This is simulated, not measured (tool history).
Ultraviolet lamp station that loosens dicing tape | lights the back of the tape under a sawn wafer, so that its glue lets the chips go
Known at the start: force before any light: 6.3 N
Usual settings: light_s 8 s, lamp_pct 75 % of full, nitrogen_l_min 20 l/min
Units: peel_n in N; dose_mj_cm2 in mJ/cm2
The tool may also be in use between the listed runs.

run 1 hour=0.0 | light_s=8 lamp_pct=75 nitrogen_l_min=20 | peel_n=0.820 dose_mj_cm2=347
run 2 hour=14.3 | light_s=8 lamp_pct=75 nitrogen_l_min=40 | peel_n=0.570 dose_mj_cm2=351
run 3 hour=31.9 | light_s=8 lamp_pct=75 nitrogen_l_min=40 | peel_n=0.584 dose_mj_cm2=351
run 4 hour=45.4 | light_s=8 lamp_pct=75 nitrogen_l_min=36 | peel_n=0.619 dose_mj_cm2=349
run 5 hour=63.2 | light_s=8 lamp_pct=75 nitrogen_l_min=36 | peel_n=0.620 dose_mj_cm2=345
-- hour=71.7 window cleaned of glue's vapour
run 6 hour=72.1 | light_s=8 lamp_pct=75 nitrogen_l_min=20 | peel_n=0.935 dose_mj_cm2=331
run 7 hour=90.4 | light_s=8 lamp_pct=75 nitrogen_l_min=18 | peel_n=1.009 dose_mj_cm2=332
run 8 hour=102.5 | light_s=8 lamp_pct=75 nitrogen_l_min=18 | peel_n=1.010 dose_mj_cm2=328
run 9 hour=115.9 | light_s=8 lamp_pct=75 nitrogen_l_min=18 | peel_n=1.018 dose_mj_cm2=328
run 10 hour=132.5 | light_s=8 lamp_pct=75 nitrogen_l_min=18 | peel_n=1.045 dose_mj_cm2=329
run 11 hour=152.2 | light_s=8 lamp_pct=75 nitrogen_l_min=18 | peel_n=0.994 dose_mj_cm2=325
run 12 hour=162.8 | light_s=8 lamp_pct=75 nitrogen_l_min=18 | peel_n=1.042 dose_mj_cm2=322
run 13 hour=172.8 | light_s=8 lamp_pct=75 nitrogen_l_min=18 | peel_n=1.061 dose_mj_cm2=317
-- hour=175.0 window cleaned of glue's vapour, once more
run 14 hour=191.9 | light_s=8 lamp_pct=75 nitrogen_l_min=20 | peel_n=0.831 dose_mj_cm2=364
run 15 hour=207.5 | light_s=8 lamp_pct=75 nitrogen_l_min=6 | peel_n=1.712 dose_mj_cm2=354
run 16 hour=217.2 | light_s=8 lamp_pct=75 nitrogen_l_min=6 | peel_n=1.677 dose_mj_cm2=364
run 17 hour=234.9 | light_s=8 lamp_pct=75 nitrogen_l_min=8 | peel_n=1.487 dose_mj_cm2=355
run 18 hour=244.7 | light_s=8 lamp_pct=75 nitrogen_l_min=20 | peel_n=0.827 dose_mj_cm2=360
run 19 hour=257.9 | light_s=8 lamp_pct=75 nitrogen_l_min=20 | peel_n=0.839 dose_mj_cm2=356
run 20 hour=272.3 | light_s=8 lamp_pct=75 nitrogen_l_min=29 | peel_n=0.661 dose_mj_cm2=359
run 21 hour=290.5 | light_s=8 lamp_pct=65 nitrogen_l_min=26 | peel_n=0.911 dose_mj_cm2=301
run 22 hour=308.7 | light_s=8 lamp_pct=63 nitrogen_l_min=30 | peel_n=0.906 dose_mj_cm2=294
run 23 hour=321.2 | light_s=8 lamp_pct=63 nitrogen_l_min=30 | peel_n=0.895 dose_mj_cm2=296
run 24 hour=340.5 | light_s=13 lamp_pct=67 nitrogen_l_min=20 | peel_n=0.462 dose_mj_cm2=510
run 25 hour=351.7 | light_s=12 lamp_pct=75 nitrogen_l_min=12 | peel_n=0.588 dose_mj_cm2=521
run 26 hour=363.5 | light_s=8 lamp_pct=75 nitrogen_l_min=20 | peel_n=0.848 dose_mj_cm2=346
run 27 hour=380.0 | light_s=8 lamp_pct=75 nitrogen_l_min=20 | peel_n=0.867 dose_mj_cm2=346
run 28 hour=390.3 | light_s=8 lamp_pct=75 nitrogen_l_min=20 | peel_n=0.887 dose_mj_cm2=341
run 29 hour=399.1 | light_s=8 lamp_pct=75 nitrogen_l_min=20 | peel_n=0.852 dose_mj_cm2=343
run 30 hour=410.9 | light_s=11 lamp_pct=79 nitrogen_l_min=17 | peel_n=0.533 dose_mj_cm2=489
run 31 hour=420.1 | light_s=8 lamp_pct=61 nitrogen_l_min=16 | peel_n=1.397 dose_mj_cm2=277
run 32 hour=429.5 | light_s=9 lamp_pct=61 nitrogen_l_min=21 | peel_n=0.977 dose_mj_cm2=313
run 33 hour=439.5 | light_s=4 lamp_pct=82 nitrogen_l_min=16 | peel_n=2.215 dose_mj_cm2=182
run 34 hour=450.4 | light_s=5 lamp_pct=78 nitrogen_l_min=20 | peel_n=1.645 dose_mj_cm2=221
run 35 hour=462.7 | light_s=8 lamp_pct=71 nitrogen_l_min=6 | peel_n=2.000 dose_mj_cm2=320
run 36 hour=478.7 | light_s=8 lamp_pct=98 nitrogen_l_min=20 | peel_n=0.559 dose_mj_cm2=435
run 37 hour=487.7 | light_s=8 lamp_pct=82 nitrogen_l_min=26 | peel_n=0.680 dose_mj_cm2=373
run 38 hour=496.7 | light_s=8 lamp_pct=82 nitrogen_l_min=26 | peel_n=0.671 dose_mj_cm2=366
run 39 hour=512.4 | light_s=8 lamp_pct=85 nitrogen_l_min=9 | peel_n=1.266 dose_mj_cm2=382

The same runs without the tool's hidden state, with the same run-to-run variation:
The hidden state here: lamp's light, % of a new lamp's; light that the window lets through, % of a clean one's; drift of the gauge itself on peel_n, %; drift of the gauge itself on dose_mj_cm2, %.
run=1 peel_n=0.657 dose_mj_cm2=396
run=2 peel_n=0.452 dose_mj_cm2=401
run=3 peel_n=0.462 dose_mj_cm2=403
run=4 peel_n=0.487 dose_mj_cm2=402
run=5 peel_n=0.482 dose_mj_cm2=399
run=6 peel_n=0.674 dose_mj_cm2=401
run=7 peel_n=0.725 dose_mj_cm2=404
run=8 peel_n=0.726 dose_mj_cm2=401
run=9 peel_n=0.725 dose_mj_cm2=402
run=10 peel_n=0.740 dose_mj_cm2=405
run=11 peel_n=0.696 dose_mj_cm2=403
run=12 peel_n=0.731 dose_mj_cm2=399
run=13 peel_n=0.738 dose_mj_cm2=395
run=14 peel_n=0.697 dose_mj_cm2=404
run=15 peel_n=1.491 dose_mj_cm2=395
run=16 peel_n=1.456 dose_mj_cm2=406
run=17 peel_n=1.267 dose_mj_cm2=398
run=18 peel_n=0.678 dose_mj_cm2=405
run=19 peel_n=0.683 dose_mj_cm2=401
run=20 peel_n=0.534 dose_mj_cm2=406
run=21 peel_n=0.737 dose_mj_cm2=343
run=22 peel_n=0.724 dose_mj_cm2=336
run=23 peel_n=0.712 dose_mj_cm2=339
run=24 peel_n=0.372 dose_mj_cm2=586
run=25 peel_n=0.460 dose_mj_cm2=601
run=26 peel_n=0.662 dose_mj_cm2=399
run=27 peel_n=0.672 dose_mj_cm2=402
run=28 peel_n=0.685 dose_mj_cm2=397
run=29 peel_n=0.656 dose_mj_cm2=401
run=30 peel_n=0.413 dose_mj_cm2=573
run=31 peel_n=1.106 dose_mj_cm2=326
run=32 peel_n=0.747 dose_mj_cm2=368
run=33 peel_n=1.861 dose_mj_cm2=215
run=34 peel_n=1.321 dose_mj_cm2=261
run=35 peel_n=1.632 dose_mj_cm2=379
run=36 peel_n=0.417 dose_mj_cm2=518
run=37 peel_n=0.502 dose_mj_cm2=444
run=38 peel_n=0.494 dose_mj_cm2=437
run=39 peel_n=0.959 dose_mj_cm2=457
